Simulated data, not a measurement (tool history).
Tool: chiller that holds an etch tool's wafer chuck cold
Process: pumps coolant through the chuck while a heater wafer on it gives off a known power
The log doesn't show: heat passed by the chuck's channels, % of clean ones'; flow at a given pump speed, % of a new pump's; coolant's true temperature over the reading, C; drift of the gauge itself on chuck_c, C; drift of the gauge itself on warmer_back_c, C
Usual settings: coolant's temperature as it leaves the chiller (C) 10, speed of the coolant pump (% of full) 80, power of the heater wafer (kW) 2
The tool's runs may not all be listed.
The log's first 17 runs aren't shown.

run,day,coolant's temperature as it leaves the chiller (C),speed of the coolant pump (% of full),power of the heater wafer (kW),hours since the coolant was changed and the channels were flushed,hours since the pump was overhauled,hours since the chiller's thermometer was calibrated,chuck's temperature once it has settled (C),how much warmer the coolant comes back (C)
18,16.196,1,85,2,6787,1551,2859,17.5,4.3
19,17.438,10,89,2,6817,1581,2889,25.8,4.18
20,18.021,6,62,2.831,6831,1595,2903,36.4,8.71
21,19.35,6,62,2.831,6863,1626,2935,36.5,8.79
22,20.346,6,62,2.831,6887,1650,2959,36.5,8.76
23,21.462,18,94,2.831,6914,1677,2986,39.5,5.49
24,22.417,18,94,2.831,6937,1700,3009,39.5,5.42
25,23.021,16,62,1.076,6951,1715,3023,27.8,3.32
26,23.583,16,62,1.076,6965,1728,3037,27.7,3.35
27,24.821,16,63,1.488,6994,1758,3066,32.1,4.5
28,26.133,16,63,1.488,7026,1789,3098,32,4.53
29,26.938,16,63,1.488,7045,1809,3117,31.8,4.58
30,28.217,16,63,1.488,7076,1839,3148,32.2,4.49
31,29.062,15,64,2,7096,1860,3168,36.1,5.96

Forecast each of these 4 alternatives for the next run:
A,29.971,14,92,1.149,7118,1881,3190,?,?
B,29.971,15,64,1.005,7118,1881,3190,?,?
C,29.971,9,97,2.484,7118,1881,3190,?,?
D,29.971,1,77,2.06,7118,1881,3190,?,?

run,chuck's temperature once it has settled (C),how much warmer the coolant comes back (C)
A,23.1,2.3
B,26,2.98
C,27.6,4.63
D,19.6,4.97
Without the tool's hidden state the same runs would have given:
run,chuck's temperature once it has settled (C),how much warmer the coolant comes back (C)
A,21.3,2.28
B,23.9,2.95
C,24.2,4.59
D,16.2,4.93

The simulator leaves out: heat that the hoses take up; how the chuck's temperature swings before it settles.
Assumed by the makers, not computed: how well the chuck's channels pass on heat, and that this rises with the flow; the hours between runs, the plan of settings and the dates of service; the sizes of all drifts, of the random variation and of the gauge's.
